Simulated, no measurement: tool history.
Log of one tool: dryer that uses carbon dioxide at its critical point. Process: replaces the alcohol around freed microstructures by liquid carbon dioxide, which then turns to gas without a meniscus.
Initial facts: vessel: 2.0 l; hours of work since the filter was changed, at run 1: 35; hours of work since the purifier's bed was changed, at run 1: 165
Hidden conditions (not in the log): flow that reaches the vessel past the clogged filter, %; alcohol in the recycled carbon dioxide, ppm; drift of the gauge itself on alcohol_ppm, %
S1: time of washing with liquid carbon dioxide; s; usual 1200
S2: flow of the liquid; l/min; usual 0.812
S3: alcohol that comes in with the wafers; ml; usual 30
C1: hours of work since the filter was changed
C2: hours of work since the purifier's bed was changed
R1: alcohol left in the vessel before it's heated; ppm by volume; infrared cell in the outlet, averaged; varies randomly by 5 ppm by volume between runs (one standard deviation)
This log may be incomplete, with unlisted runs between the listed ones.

Run 1, hour 0.0: usual settings; C1 35; C2 165. Result: R1 35 ppm by volume.
Run 2, hour 9.3: usual settings; C1 43; C2 172. Result: R1 42 ppm by volume.
Run 3, hour 17.5: usual settings; C1 49; C2 178. Result: R1 47 ppm by volume.
Run 4, hour 22.7: usual settings; C1 53; C2 182. Result: R1 45 ppm by volume.
Run 5, hour 27.8: usual settings; C1 57; C2 186. Result: R1 50 ppm by volume.
Run 6, hour 35.0: usual settings but S3 42 ml; C1 62; C2 191. Result: R1 52 ppm by volume.
Run 7, hour 41.0: usual settings but S3 42 ml; C1 67; C2 196. Result: R1 53 ppm by volume.
Run 8, hour 46.3: usual settings but S3 34 ml; C1 71; C2 200. Result: R1 68 ppm by volume.
Run 9, hour 52.4: usual settings; C1 76; C2 205. Result: R1 52 ppm by volume.
Run 10, hour 63.5: usual settings but S1 1260 s; C1 84; C2 213. Result: R1 48 ppm by volume.
Run 11, hour 73.2: usual settings but S1 1020 s; C1 92; C2 221. Result: R1 105 ppm by volume.
Run 12, hour 83.0: usual settings but S1 1020 s; C1 99; C2 228. Result: R1 90 ppm by volume.
Run 13, hour 93.3: usual settings but S3 28 ml; C1 107; C2 236. Result: R1 54 ppm by volume.
Run 14, hour 101.1: usual settings but S1 960 s; C1 113; C2 242. Result: R1 124 ppm by volume.
Run 15, hour 111.1: usual settings but S1 1680 s; C1 121; C2 250. Result: R1 45 ppm by volume.
Run 16, hour 117.9: usual settings but S1 780 s, S3 43 ml; C1 126; C2 255. Result: R1 384 ppm by volume.
Run 17, hour 127.7: usual settings but S1 840 s, S2 1.232 l/min, S3 71 ml; C1 133; C2 262. Result: R1 89 ppm by volume.
Run 18, hour 138.7: usual settings but S1 780 s, S2 0.631 l/min, S3 43 ml; C1 142; C2 271. Result: R1 922 ppm by volume.
Run 19, hour 147.7: usual settings but S2 0.548 l/min, S3 89 ml; C1 149; C2 278. Result: R1 675 ppm by volume.
Run 20, hour 157.5: usual settings but S2 0.548 l/min, S3 89 ml; C1 156; C2 285. Result: R1 720 ppm by volume.
Run 21, hour 168.9: usual settings but S2 1.358 l/min, S3 100 ml; C1 165; C2 294. Result: R1 48 ppm by volume.
Run 22, hour 178.1: usual settings but S2 1.358 l/min, S3 100 ml; C1 172; C2 301. Result: R1 38 ppm by volume.
Run 23, hour 183.8: usual settings but S1 1620 s, S2 0.493 l/min, S3 100 ml; C1 176; C2 305. Result: R1 361 ppm by volume.
Run 24, hour 195.1: usual settings but S1 1620 s, S2 0.493 l/min, S3 100 ml; C1 185; C2 314. Result: R1 356 ppm by volume.
At hour 198.6: inlet filter changed.
Run 25, hour 207.7: usual settings but S1 1620 s, S2 0.493 l/min, S3 100 ml; C1 7; C2 323. Result: R1 243 ppm by volume.
Run 26, hour 215.6: usual settings but S1 1620 s, S2 0.493 l/min, S3 100 ml; C1 13; C2 329. Result: R1 250 ppm by volume.
Run 27, hour 226.9: usual settings but S2 0.815 l/min, S3 77 ml; C1 22; C2 338. Result: R1 93 ppm by volume.
Run 28, hour 234.0: usual settings but S1 1080 s; C1 27; C2 343. Result: R1 80 ppm by volume.
Run 29, hour 243.4: usual settings but S1 1080 s; C1 34; C2 350. Result: R1 91 ppm by volume.
Run 30, hour 249.4: usual settings but S2 1.051 l/min, S3 25 ml; C1 39; C2 355. Result: R1 53 ppm by volume.

3 ways to go on from here, each from the tool as it stands after run 30. What would each give?
Run A, hour 255.2: usual settings but S1 780 s, S2 1.144 l/min, S3 74 ml; C1 43; C2 359. Result: R1 ?.
Run B, hour 255.2: usual settings but S1 1140 s, S2 0.989 l/min, S3 26 ml; C1 43; C2 359. Result: R1 ?.
Run C, hour 255.2: usual settings but S1 960 s, S2 0.689 l/min, S3 93 ml; C1 43; C2 359. Result: R1 ?.

run   R1
  A  138
  B   67
  C  568
Stripped of hidden state, with their random variation kept, the same runs would have yielded:
run   R1
  A   78
  B   20
  C  457
